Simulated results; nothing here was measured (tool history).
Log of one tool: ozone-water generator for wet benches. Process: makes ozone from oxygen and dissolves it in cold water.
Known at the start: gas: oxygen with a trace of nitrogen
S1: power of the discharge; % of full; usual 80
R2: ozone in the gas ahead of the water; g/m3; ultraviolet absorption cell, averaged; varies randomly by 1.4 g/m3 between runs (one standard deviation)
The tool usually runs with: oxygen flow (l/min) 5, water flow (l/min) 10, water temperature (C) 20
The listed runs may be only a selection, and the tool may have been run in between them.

{"run": 1, "hour": 0.0, "S1": 80, "oxygen flow (l/min)": 5, "water flow (l/min)": 10, "water temperature (C)": 20, "dissolved ozone (ppm)": 27, "R2": 250.4}
{"run": 2, "hour": 20.4, "S1": 80, "oxygen flow (l/min)": 5, "water flow (l/min)": 10, "water temperature (C)": 20, "dissolved ozone (ppm)": 26.7, "R2": 249.3}
{"run": 3, "hour": 43.8, "S1": 80, "oxygen flow (l/min)": 5, "water flow (l/min)": 10, "water temperature (C)": 13, "dissolved ozone (ppm)": 30.7, "R2": 249.2}
{"run": 4, "hour": 64.6, "S1": 80, "oxygen flow (l/min)": 5, "water flow (l/min)": 10, "water temperature (C)": 20, "dissolved ozone (ppm)": 26.6, "R2": 249.9}
{"run": 5, "hour": 97.5, "S1": 80, "oxygen flow (l/min)": 5, "water flow (l/min)": 10, "water temperature (C)": 20, "dissolved ozone (ppm)": 27.1, "R2": 246.8}
{"run": 6, "hour": 118.7, "S1": 80, "oxygen flow (l/min)": 5, "water flow (l/min)": 10, "water temperature (C)": 24, "dissolved ozone (ppm)": 24.8, "R2": 249.6}
{"run": 7, "hour": 145.7, "S1": 80, "oxygen flow (l/min)": 4.96, "water flow (l/min)": 10, "water temperature (C)": 20, "dissolved ozone (ppm)": 26.9, "R2": 251.1}
{"run": 8, "hour": 162.8, "S1": 80, "oxygen flow (l/min)": 4.96, "water flow (l/min)": 11, "water temperature (C)": 20, "dissolved ozone (ppm)": 25.5, "R2": 252}
{"run": 9, "hour": 189.2, "S1": 80, "oxygen flow (l/min)": 4.96, "water flow (l/min)": 11, "water temperature (C)": 20, "dissolved ozone (ppm)": 25.1, "R2": 248}
{"run": 10, "hour": 217.6, "S1": 80, "oxygen flow (l/min)": 4.96, "water flow (l/min)": 11, "water temperature (C)": 20, "dissolved ozone (ppm)": 25.1, "R2": 249.8}
{"run": 11, "hour": 238.7, "S1": 80, "oxygen flow (l/min)": 4.96, "water flow (l/min)": 11, "water temperature (C)": 20, "dissolved ozone (ppm)": 25.3, "R2": 248.7}
{"run": 12, "hour": 255.1, "S1": 80, "oxygen flow (l/min)": 5, "water flow (l/min)": 10, "water temperature (C)": 20, "dissolved ozone (ppm)": 26.9, "R2": 246.9}
{"run": 13, "hour": 271.2, "S1": 80, "oxygen flow (l/min)": 5, "water flow (l/min)": 10, "water temperature (C)": 20, "dissolved ozone (ppm)": 27, "R2": 249.9}
{"run": 14, "hour": 299.9, "S1": 80, "oxygen flow (l/min)": 5, "water flow (l/min)": 10, "water temperature (C)": 20, "dissolved ozone (ppm)": 26.6, "R2": 246.4}
{"run": 15, "hour": 316.9, "S1": 80, "oxygen flow (l/min)": 5, "water flow (l/min)": 10, "water temperature (C)": 20, "dissolved ozone (ppm)": 26.5, "R2": 248.5}
{"run": 16, "hour": 339.9, "S1": 80, "oxygen flow (l/min)": 5, "water flow (l/min)": 9, "water temperature (C)": 20, "dissolved ozone (ppm)": 28.4, "R2": 249.4}
{"run": 17, "hour": 371.9, "S1": 80, "oxygen flow (l/min)": 5, "water flow (l/min)": 7, "water temperature (C)": 20, "dissolved ozone (ppm)": 32.6, "R2": 247.7}
{"run": 18, "hour": 395.0, "S1": 80, "oxygen flow (l/min)": 7.85, "water flow (l/min)": 9, "water temperature (C)": 20, "dissolved ozone (ppm)": 23.8, "R2": 185}
{"run": 19, "hour": 418.4, "S1": 99, "oxygen flow (l/min)": 5, "water flow (l/min)": 10, "water temperature (C)": 20, "dissolved ozone (ppm)": 30.8, "R2": 288}
{"run": 20, "hour": 455.0, "S1": 99, "oxygen flow (l/min)": 5.22, "water flow (l/min)": 10, "water temperature (C)": 13, "dissolved ozone (ppm)": 34.8, "R2": 275.3}
{"run": 21, "hour": 492.3, "S1": 80, "oxygen flow (l/min)": 5, "water flow (l/min)": 12, "water temperature (C)": 23, "dissolved ozone (ppm)": 22.2, "R2": 248.2}
{"run": 22, "hour": 521.1, "S1": 72, "oxygen flow (l/min)": 2.56, "water flow (l/min)": 11, "water temperature (C)": 25, "dissolved ozone (ppm)": 24.5, "R2": 361.3}
{"run": 23, "hour": 558.6, "S1": 80, "oxygen flow (l/min)": 4.17, "water flow (l/min)": 11, "water temperature (C)": 14, "dissolved ozone (ppm)": 28.7, "R2": 277.2}
{"run": 24, "hour": 583.5, "S1": 80, "oxygen flow (l/min)": 4.17, "water flow (l/min)": 12, "water temperature (C)": 14, "dissolved ozone (ppm)": 27, "R2": 279.9}
{"run": 25, "hour": 614.3, "S1": 80, "oxygen flow (l/min)": 5, "water flow (l/min)": 10, "water temperature (C)": 28, "dissolved ozone (ppm)": 22.3, "R2": 246.5}
{"run": 26, "hour": 636.8, "S1": 80, "oxygen flow (l/min)": 5, "water flow (l/min)": 10, "water temperature (C)": 28, "dissolved ozone (ppm)": 21.9, "R2": 246.6}
{"run": 27, "hour": 672.9, "S1": 80, "oxygen flow (l/min)": 5, "water flow (l/min)": 10, "water temperature (C)": 28, "dissolved ozone (ppm)": 22.3, "R2": 248.6}
{"run": 28, "hour": 708.2, "S1": 80, "oxygen flow (l/min)": 5, "water flow (l/min)": 10, "water temperature (C)": 28, "dissolved ozone (ppm)": 22.4, "R2": 245.6}
{"run": 29, "hour": 737.5, "S1": 80, "oxygen flow (l/min)": 5, "water flow (l/min)": 10, "water temperature (C)": 28, "dissolved ozone (ppm)": 22.2, "R2": 246.9}
{"run": 30, "hour": 758.3, "S1": 80, "oxygen flow (l/min)": 5, "water flow (l/min)": 10, "water temperature (C)": 28, "dissolved ozone (ppm)": 22.2, "R2": 248}
{"run": 31, "hour": 794.5, "S1": 80, "oxygen flow (l/min)": 5, "water flow (l/min)": 10, "water temperature (C)": 28, "dissolved ozone (ppm)": 22.2, "R2": 246}
{"run": 32, "hour": 829.1, "S1": 80, "oxygen flow (l/min)": 5, "water flow (l/min)": 10, "water temperature (C)": 28, "dissolved ozone (ppm)": 22, "R2": 245.1}

Selected run-to-run steps in dissolved ozone (ppm), each split into two signed amounts: the part the tool would show with no hidden state at all (from settings, incoming material and random variation), and the remainder, which goes to the hidden state together with any gauge scatter not common to the measured and the hidden-state-free results:
Hidden state present: yield of the discharge, % of new electrodes'; contactor's efficiency, % of a clean one's; true water temperature over the reading, C; drift of the gauge itself on ozone_ppm, %; drift of the gauge itself on gas_g_m3, %.
Run 16 -> 17: water flow (l/min) 9 -> 7. dissolved ozone (ppm) +4.2: hidden state -0.2, all else +4.4.
Run 17 -> 18: oxygen flow (l/min) 5 -> 7.85, water flow (l/min) 7 -> 9. dissolved ozone (ppm) -8.8: hidden state +0.2, all else -9.
Run 18 -> 19: S1 80 -> 99, oxygen flow (l/min) 7.85 -> 5, water flow (l/min) 9 -> 10. dissolved ozone (ppm) +7: hidden state -0.3, all else +7.3.
Run 20 -> 21: S1 99 -> 80, oxygen flow (l/min) 5.22 -> 5, water flow (l/min) 10 -> 12, water temperature (C) 13 -> 23. dissolved ozone (ppm) -12.6: hidden state +0.4, all else -13.
